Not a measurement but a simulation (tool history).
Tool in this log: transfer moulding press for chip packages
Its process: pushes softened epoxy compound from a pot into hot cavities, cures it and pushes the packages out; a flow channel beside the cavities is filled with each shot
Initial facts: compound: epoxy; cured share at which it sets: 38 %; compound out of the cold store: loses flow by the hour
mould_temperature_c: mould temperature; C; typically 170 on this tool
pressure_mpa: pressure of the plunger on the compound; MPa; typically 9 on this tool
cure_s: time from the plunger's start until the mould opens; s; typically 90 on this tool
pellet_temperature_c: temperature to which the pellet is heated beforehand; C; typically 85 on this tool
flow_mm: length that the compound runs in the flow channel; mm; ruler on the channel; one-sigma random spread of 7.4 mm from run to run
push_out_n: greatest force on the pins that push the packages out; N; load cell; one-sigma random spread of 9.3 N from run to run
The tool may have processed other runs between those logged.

run	hour	mould_temperature_c	pressure_mpa	cure_s	pellet_temperature_c	incoming compound's hours out of the cold store	flow_mm	push_out_n
1	0	170	9	90	85	32.8	789	555
2	7.3	170	9	90	93	32.6	792	556
3	18.9	170	9	100	85	34.8	783	512
4	26.6	170	9	100	85	22.7	810	536
5	40.8	170	9	100	85	16.3	840	548
# hour 50.2: cavities cleaned with cleaning compound and waxed
6	53.3	170	9	100	85	19.9	842	385
7	67.7	170	9	100	85	36.1	774	411
8	79.2	170	9	90	85	37.5	772	500
9	89.2	170	9	90	85	38.5	770	514
10	99.8	178	9	90	85	22.8	797	469
11	113.2	178	9	90	85	14.6	800	494
12	122.8	170	9	86	85	29	807	633
13	137.2	170	8.05	90	85	10.6	810	611
# hour 145.7: cavities cleaned with cleaning compound and waxed
14	145.7	170	8.05	90	85	11.8	804	412
15	156.2	169	7.13	83	79	32.6	704	517
16	166	173	8.36	90	85	29.2	759	432
17	180.1	170	9.94	90	85	20	860	531
18	187.6	171	10.31	74	93	15.6	875	703
19	197.9	170	8.56	116	76	20.1	798	454
20	212.1	163	8.29	112	76	42.2	754	559
21	226.6	166	7.2	90	85	31.3	714	732
# hour 241.1: cavities cleaned with cleaning compound and waxed
22	242.3	166	7.2	90	85	19.4	734	516
23	254.2	174	7.2	117	78	38.2	677	387
24	262.2	173	7.2	98	78	45.5	655	417
25	272	173	7.2	122	78	12.9	727	439
26	282	173	7.21	112	78	38.2	667	445
27	291	174	9	90	83	36.9	735	481
28	302.9	168	8.05	95	91	33.8	729	551

Below are 4 alternative next runs, each starting from the tool's condition after run 28. Predict each:
A	309	176	9	90	78	25.5	?	?
B	309	174	9	90	85	8.2	?	?
C	309	168	8.05	95	88	38.1	?	?
D	309	168	7.35	95	94	11.8	?	?

run	flow_mm	push_out_n
A	774	505
B	820	523
C	712	566
D	743	586
Had the tool no hidden state, the same runs would have come out as:
run	flow_mm	push_out_n
A	838	360
B	888	376
C	771	411
D	805	425
